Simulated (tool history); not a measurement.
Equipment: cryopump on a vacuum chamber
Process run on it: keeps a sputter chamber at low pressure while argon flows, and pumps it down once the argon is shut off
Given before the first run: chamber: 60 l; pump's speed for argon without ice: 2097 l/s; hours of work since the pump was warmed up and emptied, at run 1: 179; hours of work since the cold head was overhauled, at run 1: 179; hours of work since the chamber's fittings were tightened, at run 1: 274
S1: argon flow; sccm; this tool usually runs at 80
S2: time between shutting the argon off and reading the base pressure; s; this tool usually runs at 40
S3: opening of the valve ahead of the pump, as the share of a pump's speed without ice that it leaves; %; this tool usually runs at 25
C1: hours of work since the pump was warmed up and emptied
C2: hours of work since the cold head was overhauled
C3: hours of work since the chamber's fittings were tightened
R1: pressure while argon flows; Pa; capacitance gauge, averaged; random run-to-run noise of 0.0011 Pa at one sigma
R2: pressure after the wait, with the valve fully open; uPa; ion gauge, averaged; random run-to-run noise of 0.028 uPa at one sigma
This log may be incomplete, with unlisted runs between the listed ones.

run   hour   S1   S2  S3   C1   C2   C3      R1    R2
  1    0.0   80   40  25  179  179  274  0.2628  1.49
  2   14.3   80   40  23  186  186  281  0.2865  1.46
  3   23.6   80   77  25  191  191  285  0.2632  0.94
  4   36.2   94   40  25  197  197  291  0.3084  1.50
  5   44.8  137   40  25  201  201  296  0.4503  1.49
  6   54.7   80   40  25  206  206  300  0.2628  1.40
  7   64.1   80   40  25  210  210  305  0.2623  1.45
  8   76.8   80   40  25  216  216  311  0.2640  1.44
  9   89.5   80   40  25  223  223  317  0.2621  1.49
 10  100.3   80   40  25  228  228  322  0.2627  1.51
 11  116.6   80   40  27  236  236  330  0.2436  1.46
 12  131.6   80   48  27  243  243  337  0.2456  1.35
 13  143.1   80   48  27  248  248  343  0.2450  1.25
 14  152.0   80   48  27  253  253  347  0.2450  1.34
 15  159.1   80   48  27  256  256  351  0.2426  1.35
 16  171.7   80   40  39  262  262  357  0.1721  1.49
 17  184.7   80   40  25  268  268  363  0.2642  1.51
 18  201.2   80   40  20  276  276  371  0.3286  1.49
 19  216.7   80  120  31  284  284  379  0.2136  0.77
 20  227.1   80  120  31  289  289  384  0.2156  0.79
 21  242.7   61  103  31  296  296  391  0.1635  0.79
 22  250.9   87  177  48  300  300  395  0.1534  0.64
 23  264.1   87  177  48  307  307  401  0.1549  0.66
 24  273.4   80   75  25  311  311  406  0.2667  1.01
 25  283.0   80  134  25  316  316  411  0.2684  0.70

Run 26, settings as shown, results not yet in. Your forecast:
 26  292.3  45  134  39  320  320  415   ?   ?

{"run 26": {"R1": 0.097, "R2": 0.76}}
If the tool had no hidden condition, the same run with the same run-to-run variation would have returned R1 0.0928 Pa, R2 0.51 uPa.

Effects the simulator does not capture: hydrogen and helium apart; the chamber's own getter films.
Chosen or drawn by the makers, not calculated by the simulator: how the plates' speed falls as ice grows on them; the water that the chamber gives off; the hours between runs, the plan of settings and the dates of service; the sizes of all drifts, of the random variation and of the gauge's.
